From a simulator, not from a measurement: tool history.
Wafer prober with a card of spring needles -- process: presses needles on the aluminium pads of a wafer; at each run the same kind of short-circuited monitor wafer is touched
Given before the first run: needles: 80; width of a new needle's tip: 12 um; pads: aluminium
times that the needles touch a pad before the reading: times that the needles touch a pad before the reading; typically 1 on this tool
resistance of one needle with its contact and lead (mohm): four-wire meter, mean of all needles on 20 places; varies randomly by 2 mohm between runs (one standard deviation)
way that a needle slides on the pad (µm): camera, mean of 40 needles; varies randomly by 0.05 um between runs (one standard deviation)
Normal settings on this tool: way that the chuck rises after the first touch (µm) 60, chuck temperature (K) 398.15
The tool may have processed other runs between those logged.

run,hour,way that the chuck rises after the first touch (µm),chuck temperature (K),times that the needles touch a pad before the reading,resistance of one needle with its contact and lead (mohm),way that a needle slides on the pad (µm)
1,0.0,60,398.15,1,212,8.26
# hour 1.7: tips cleaned on abrasive film
2,4.9,60,383.15,1,212,8.33
3,11.9,60,398.15,1,216,8.22
# hour 17.2: tips cleaned on abrasive film
4,20.5,60,398.15,1,212,8.32
5,28.8,60,398.15,1,215,8.25
# hour 32.3: tips cleaned on abrasive film
6,37.9,60,398.15,1,216,8.25
7,46.5,60,398.15,2,213,8.23
# hour 47.4: tips cleaned on abrasive film
8,51.4,46,398.15,1,216,6.34
9,59.0,60,398.15,1,212,8.29
# hour 62.6: tips cleaned on abrasive film
10,64.0,60,300.15,1,194,8.17
11,68.8,60,398.15,1,215,8.35
# hour 77.5: tips cleaned on abrasive film
12,78.2,47,398.15,1,213,6.56
13,85.7,47,398.15,1,217,6.42
# hour 92.6: tips cleaned on abrasive film
14,92.6,47,398.15,1,211,6.55
15,96.5,47,398.15,1,213,6.49
16,102.2,79,398.15,1,213,10.92
17,106.3,60,398.15,1,212,8.21
# hour 108.0: tips cleaned on abrasive film
18,111.4,60,398.15,1,210,8.20
19,116.5,60,398.15,1,213,8.37
# hour 123.3: tips cleaned on abrasive film
20,124.1,42,373.15,2,213,5.79
21,130.3,60,349.15,3,204,8.21
22,136.5,42,398.15,2,213,5.77
# hour 138.5: tips cleaned on abrasive film
23,145.8,42,398.15,2,215,5.90
24,151.8,55,398.15,1,213,7.49
# hour 153.5: tips cleaned on abrasive film
25,155.9,49,398.15,2,213,6.77
26,161.8,58,380.15,3,210,8.03
# hour 168.8: tips cleaned on abrasive film
27,171.0,42,313.15,2,195,5.72
28,179.6,64,326.15,1,200,8.80
# hour 184.0: tips cleaned on abrasive film
29,184.0,60,390.15,1,212,8.30
30,189.4,79,336.15,2,198,10.97
31,196.7,43,302.15,2,196,5.91
# hour 199.4: tips cleaned on abrasive film
32,201.6,63,398.15,1,211,8.73
33,208.0,60,312.15,1,199,8.22
34,212.4,60,299.15,1,194,8.27
# hour 214.6: tips cleaned on abrasive film
35,218.7,60,299.15,1,194,8.28

Predict each of these 4 candidate next runs independently; none follows another, all start after run 35:
A,226.1,79,299.15,2,?,?
B,226.1,60,318.15,1,?,?
C,226.1,60,336.15,2,?,?
D,226.1,56,308.15,2,?,?

run,resistance of one needle with its contact and lead (mohm),way that a needle slides on the pad (µm)
A,190,10.85
B,194,8.33
C,201,8.26
D,195,7.69
The same runs, with their run-to-run variation unchanged, on a tool lacking any hidden condition would have given:
run,resistance of one needle with its contact and lead (mohm),way that a needle slides on the pad (µm)
A,190,10.85
B,193,8.33
C,201,8.27
D,195,7.70
